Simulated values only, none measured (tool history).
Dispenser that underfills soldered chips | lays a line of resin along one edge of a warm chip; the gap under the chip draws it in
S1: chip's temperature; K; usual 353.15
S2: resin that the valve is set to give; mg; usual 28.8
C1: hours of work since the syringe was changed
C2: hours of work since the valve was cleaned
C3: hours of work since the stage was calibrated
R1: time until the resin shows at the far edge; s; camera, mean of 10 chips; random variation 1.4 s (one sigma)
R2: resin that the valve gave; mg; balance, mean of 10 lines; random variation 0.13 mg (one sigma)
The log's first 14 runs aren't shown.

run,day,S1,S2,C1,C2,C3,R1,R2
# day 5.612: new syringe of resin
# day 6.008: new syringe of resin
15,6.062,353.15,28.8,1,47,226,143.9,27.9
# day 6.396: new syringe of resin
16,6.492,353.15,28.8,2,54,233,153.4,27.71
# day 6.779: new syringe of resin
17,6.971,353.15,28.8,3,62,241,161.9,27.74
# day 7.2: new syringe of resin
18,7.262,353.15,28.8,1,67,246,152.2,27.49
# day 7.542: dispensing valve cleaned and set on the balance
# day 7.633: new syringe of resin
19,7.862,361.15,32.3,4,5,256,117.9,32.12
# day 8.033: new syringe of resin
20,8.221,349.15,28.8,3,11,262,192.2,28.4
# day 8.425: new syringe of resin
# day 8.838: new syringe of resin
21,8.838,349.15,28.8,0,22,272,170.6,28.42
22,9.196,366.15,31.2,6,28,278,105.9,30.49
# day 9.25: new syringe of resin
23,9.512,367.15,35.5,5,33,283,96.7,34.75
# day 9.654: new syringe of resin
24,9.988,367.15,35.5,6,41,291,101.5,34.56
# day 10.058: new syringe of resin
# day 10.475: new syringe of resin
25,10.475,338.15,32.6,0,49,299,274.4,31.56
# day 10.875: new syringe of resin
26,10.908,346.15,32.6,1,56,306,198.7,31.29
# day 11.258: new syringe of resin
27,11.304,344.15,26.8,1,63,313,224.2,25.6
# day 11.654: new syringe of resin
# day 11.8: dispensing valve cleaned and set on the balance
28,11.804,344.15,26.8,2,0,321,231.7,26.91
# day 12.083: new syringe of resin
29,12.138,361.15,28.9,1,6,326,104.4,28.89
30,12.379,351.15,35.6,5,10,330,193.3,35.53
# day 12.5: new syringe of resin
31,12.867,349.15,29.7,6,18,339,228.7,29.57
# day 12.908: new syringe of resin
# day 13.292: new syringe of resin
32,13.292,349.15,29.7,0,25,346,174,29.11
33,13.608,349.15,32.7,5,30,351,222,32.1
# day 13.696: new syringe of resin
34,13.862,356.15,25.5,3,35,355,147.8,24.98

Forecast each of these 3 alternatives for the next run:
# day 14.092: new syringe of resin
A,14.317,346.15,25.5,4,42,363,?,?
# day 14.092: new syringe of resin
B,14.317,344.15,28.5,4,42,363,?,?
# day 14.092: new syringe of resin
C,14.317,362.15,29.5,4,42,363,?,?

run,R1,R2
A,243.6,24.8
B,259.3,27.89
C,119.5,28.66
Without the tool's hidden state the same runs would have given:
run,R1,R2
A,189.8,25.49
B,202.4,28.67
C,94,29.46
